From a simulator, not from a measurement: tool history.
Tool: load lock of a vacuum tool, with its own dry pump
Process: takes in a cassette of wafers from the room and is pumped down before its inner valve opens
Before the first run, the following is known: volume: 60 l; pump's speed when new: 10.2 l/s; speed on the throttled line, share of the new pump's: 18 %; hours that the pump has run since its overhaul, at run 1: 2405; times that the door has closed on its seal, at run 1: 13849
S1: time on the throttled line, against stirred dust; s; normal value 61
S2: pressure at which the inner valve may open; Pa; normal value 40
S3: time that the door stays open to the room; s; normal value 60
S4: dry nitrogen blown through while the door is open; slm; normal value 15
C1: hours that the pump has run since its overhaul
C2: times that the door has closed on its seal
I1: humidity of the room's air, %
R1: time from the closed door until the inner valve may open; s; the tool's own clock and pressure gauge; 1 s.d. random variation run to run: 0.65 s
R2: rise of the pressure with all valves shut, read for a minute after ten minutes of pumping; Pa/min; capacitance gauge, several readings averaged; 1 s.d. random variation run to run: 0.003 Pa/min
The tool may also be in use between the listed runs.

Run 1, hour 0.0: usual settings; C1 2405; C2 13849; I1 46.7. Result: R1 97.0 s, R2 0.175 Pa/min.
Run 2, hour 366.9: usual settings; C1 2772; C2 15546; I1 44.6. Result: R1 96.7 s, R2 0.202 Pa/min.
Run 3, hour 803.6: usual settings; C1 3209; C2 17565; I1 45.6. Result: R1 98.1 s, R2 0.242 Pa/min.
Run 4, hour 1187.9: usual settings; C1 3593; C2 19343; I1 47.4. Result: R1 97.1 s, R2 0.291 Pa/min.
At hour 1439.1: door's seal changed, seat wiped.
Run 5, hour 1586.0: usual settings; C1 3990; C2 680; I1 43.8. Result: R1 97.3 s, R2 0.027 Pa/min.
Run 6, hour 1973.9: usual settings; C1 4377; C2 2473; I1 43.5. Result: R1 98.6 s, R2 0.032 Pa/min.
Run 7, hour 2360.7: usual settings; C1 4764; C2 4262; I1 44.2. Result: R1 99.0 s, R2 0.053 Pa/min.
Run 8, hour 2882.2: usual settings; C1 5286; C2 6674; I1 45.5. Result: R1 98.3 s, R2 0.081 Pa/min.
Run 9, hour 3243.5: usual settings but S1 45 s, S2 30 Pa, S4 29 slm; C1 5647; C2 8345; I1 44.4. Result: R1 88.2 s, R2 0.095 Pa/min.
Run 10, hour 3479.9: usual settings but S1 66 s, S2 30 Pa, S4 29 slm; C1 5883; C2 9438; I1 43.0. Result: R1 105.5 s, R2 0.115 Pa/min.
Run 11, hour 3860.3: usual settings but S3 70 s; C1 6264; C2 11197; I1 46.6. Result: R1 98.9 s, R2 0.140 Pa/min.
Run 12, hour 4085.2: usual settings but S1 55 s, S2 30 Pa, S3 32 s; C1 6489; C2 12237; I1 45.0. Result: R1 97.6 s, R2 0.156 Pa/min.
Run 13, hour 4355.4: usual settings but S1 55 s, S2 30 Pa, S3 32 s; C1 6759; C2 13486; I1 45.1. Result: R1 96.6 s, R2 0.182 Pa/min.
Run 14, hour 4862.5: usual settings but S1 47 s, S2 34 Pa, S3 78 s; C1 7266; C2 15831; I1 46.7. Result: R1 89.6 s, R2 0.245 Pa/min.
Run 15, hour 5083.9: usual settings but S1 103 s, S2 55 Pa, S4 14 slm; C1 7487; C2 16855; I1 42.6. Result: R1 131.9 s, R2 0.254 Pa/min.
Run 16, hour 5438.4: usual settings but S1 103 s, S2 55 Pa, S4 14 slm; C1 7842; C2 18494; I1 44.2. Result: R1 130.5 s, R2 0.290 Pa/min.

5 options for the next run, each taken on its own from the tool as it stands now. Forecast them:
At hour 5842.1: door's seal changed, seat wiped.
Run A, hour 5842.1: usual settings but S1 35 s, S2 55 Pa, S3 61 s, S4 11 slm; C1 8244; C2 0; I1 41.1. Result: R1 ?, R2 ?.
At hour 5842.1: door's seal changed, seat wiped.
Run B, hour 5842.1: usual settings but S1 41 s, S2 55 Pa, S4 31 slm; C1 8244; C2 0; I1 47.2. Result: R1 ?, R2 ?.
At hour 5842.1: door's seal changed, seat wiped.
Run C, hour 5842.1: usual settings but S1 86 s, S3 59 s, S4 9 slm; C1 8244; C2 0; I1 44.7. Result: R1 ?, R2 ?.
At hour 5842.1: door's seal changed, seat wiped.
Run D, hour 5842.1: usual settings but S2 76 Pa, S3 148 s, S4 31 slm; C1 8244; C2 0; I1 43.8. Result: R1 ?, R2 ?.
At hour 5842.1: door's seal changed, seat wiped.
Run E, hour 5842.1: usual settings but S1 80 s, S2 55 Pa; C1 8244; C2 0; I1 50.4. Result: R1 ?, R2 ?.

run     R1     R2
  A   77.5  0.028
  B   80.4  0.019
  C  119.6  0.027
  D   95.4  0.022
  E  112.5  0.024
Take away the tool's hidden state, keep each run's random variation, and the runs would have read:
run     R1     R2
  A   72.7  0.027
  B   75.9  0.017
  C  115.8  0.026
  D   91.5  0.021
  E  108.8  0.023
